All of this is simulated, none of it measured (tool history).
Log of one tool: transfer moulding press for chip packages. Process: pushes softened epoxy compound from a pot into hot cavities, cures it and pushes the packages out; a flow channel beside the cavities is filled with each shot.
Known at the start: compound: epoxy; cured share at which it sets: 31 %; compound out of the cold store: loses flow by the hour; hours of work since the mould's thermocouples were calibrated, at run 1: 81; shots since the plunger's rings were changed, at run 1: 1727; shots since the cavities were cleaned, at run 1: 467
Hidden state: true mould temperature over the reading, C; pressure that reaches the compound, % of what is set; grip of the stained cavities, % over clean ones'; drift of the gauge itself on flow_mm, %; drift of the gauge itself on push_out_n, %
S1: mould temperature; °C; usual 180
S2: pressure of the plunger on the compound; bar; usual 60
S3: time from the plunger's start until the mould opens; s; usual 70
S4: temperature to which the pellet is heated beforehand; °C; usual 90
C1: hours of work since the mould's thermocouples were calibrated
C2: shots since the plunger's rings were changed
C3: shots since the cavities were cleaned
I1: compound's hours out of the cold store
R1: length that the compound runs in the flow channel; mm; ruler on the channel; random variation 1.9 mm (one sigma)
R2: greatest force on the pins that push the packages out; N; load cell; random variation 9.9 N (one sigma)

run 1 day=0 | S1=180 S2=60 S3=70 S4=90 | C1=81 C2=1727 C3=467 | I1=44.8 | R1=611 R2=773
run 2 day=0.267 | S1=180 S2=60 S3=70 S4=90 | C1=84 C2=1809 C3=549 | I1=27.1 | R1=664 R2=841
run 3 day=0.608 | S1=180 S2=50.2 S3=70 S4=90 | C1=88 C2=1915 C3=655 | I1=14 | R1=644 R2=873
run 4 day=1.1 | S1=180 S2=50.2 S3=70 S4=90 | C1=93 C2=2067 C3=807 | I1=46.4 | R1=552 R2=918
run 5 day=1.621 | S1=180 S2=50.2 S3=70 S4=90 | C1=99 C2=2228 C3=968 | I1=43.3 | R1=558 R2=898
-- day=1.833 cavities cleaned with cleaning compound and waxed
run 6 day=2.121 | S1=176 S2=50.2 S3=70 S4=90 | C1=104 C2=2364 C3=89 | I1=10.2 | R1=664 R2=752
run 7 day=2.546 | S1=178 S2=60 S3=70 S4=90 | C1=109 C2=2496 C3=221 | I1=45.5 | R1=606 R2=750
run 8 day=2.767 | S1=187 S2=60 S3=70 S4=90 | C1=111 C2=2564 C3=289 | I1=19.4 | R1=661 R2=608
run 9 day=3.05 | S1=187 S2=60 S3=70 S4=90 | C1=115 C2=2652 C3=377 | I1=26.4 | R1=638 R2=656
run 10 day=3.496 | S1=187 S2=60 S3=70 S4=90 | C1=120 C2=2790 C3=515 | I1=25.7 | R1=640 R2=678
run 11 day=3.779 | S1=180 S2=45.7 S3=70 S4=90 | C1=123 C2=2878 C3=603 | I1=42 | R1=531 R2=837
run 12 day=4.021 | S1=181 S2=60 S3=70 S4=90 | C1=126 C2=2952 C3=677 | I1=36.4 | R1=622 R2=850
run 13 day=4.388 | S1=180 S2=60 S3=70 S4=92 | C1=130 C2=3066 C3=791 | I1=31.6 | R1=637 R2=911
run 14 day=4.8 | S1=180 S2=63.8 S3=70 S4=92 | C1=135 C2=3193 C3=918 | I1=34.6 | R1=648 R2=952
-- day=5.071 plunger's sealing rings changed
-- day=5.308 cavities cleaned with cleaning compound and waxed
run 15 day=5.35 | S1=180 S2=63.8 S3=70 S4=92 | C1=139 C2=67 C3=12 | I1=40.5 | R1=663 R2=470
run 16 day=5.742 | S1=180 S2=59.8 S3=84 S4=92 | C1=143 C2=189 C3=134 | I1=29.4 | R1=673 R2=508
run 17 day=6.096 | S1=179 S2=50.8 S3=53 S4=96 | C1=147 C2=298 C3=243 | I1=29.8 | R1=619 R2=1364
run 18 day=6.588 | S1=179 S2=50.8 S3=53 S4=96 | C1=153 C2=450 C3=395 | I1=38 | R1=596 R2=1462
run 19 day=7.096 | S1=180 S2=48.7 S3=70 S4=86 | C1=159 C2=609 C3=554 | I1=31.2 | R1=597 R2=887
run 20 day=7.479 | S1=184 S2=60 S3=53 S4=90 | C1=163 C2=727 C3=672 | I1=44.1 | R1=616 R2=1179
run 21 day=7.742 | S1=173 S2=60 S3=70 S4=90 | C1=166 C2=809 C3=754 | I1=42.5 | R1=649 R2=1436
run 22 day=8.054 | S1=173 S2=60 S3=70 S4=90 | C1=170 C2=904 C3=849 | I1=42.9 | R1=643 R2=1434
run 23 day=8.55 | S1=185 S2=63.9 S3=70 S4=90 | C1=175 C2=1058 C3=1003 | I1=38.9 | R1=645 R2=783
-- day=8.658 cavities cleaned with cleaning compound and waxed
run 24 day=9.117 | S1=178 S2=52.7 S3=81 S4=95 | C1=181 C2=1215 C3=142 | I1=35.7 | R1=611 R2=564
run 25 day=9.45 | S1=178 S2=52.7 S3=81 S4=95 | C1=185 C2=1317 C3=244 | I1=27 | R1=632 R2=636
run 26 day=9.912 | S1=185 S2=60 S3=70 S4=90 | C1=190 C2=1461 C3=388 | I1=34.3 | R1=636 R2=644
run 27 day=10.217 | S1=185 S2=60 S3=70 S4=90 | C1=194 C2=1554 C3=481 | I1=42 | R1=609 R2=697
run 28 day=10.521 | S1=180 S2=55.8 S3=70 S4=90 | C1=197 C2=1648 C3=575 | I1=28.1 | R1=637 R2=867

5 ways to go on from here, each from the tool as it stands after run 28. What would each give?
run A day=11 | S1=187 S2=59.5 S3=70 S4=90 | C1=203 C2=1797 C3=724 | I1=24.9 | R1=? R2=?
run B day=11 | S1=181 S2=53.8 S3=73 S4=90 | C1=203 C2=1797 C3=724 | I1=41.6 | R1=? R2=?
run C day=11 | S1=177 S2=55.8 S3=70 S4=96 | C1=203 C2=1797 C3=724 | I1=33.6 | R1=? R2=?
run D day=11 | S1=180 S2=55.8 S3=51 S4=84 | C1=203 C2=1797 C3=724 | I1=33.2 | R1=? R2=?
run E day=11 | S1=174 S2=68.5 S3=87 S4=90 | C1=203 C2=1797 C3=724 | I1=11.1 | R1=? R2=?

run=A R1=651 R2=737
run=B R1=587 R2=810
run=C R1=626 R2=1046
run=D R1=628 R2=1883
run=E R1=782 R2=941
Without the tool's hidden state the same runs would have given:
run=A R1=670 R2=378
run=B R1=603 R2=410
run=C R1=643 R2=530
run=D R1=645 R2=957
run=E R1=804 R2=477
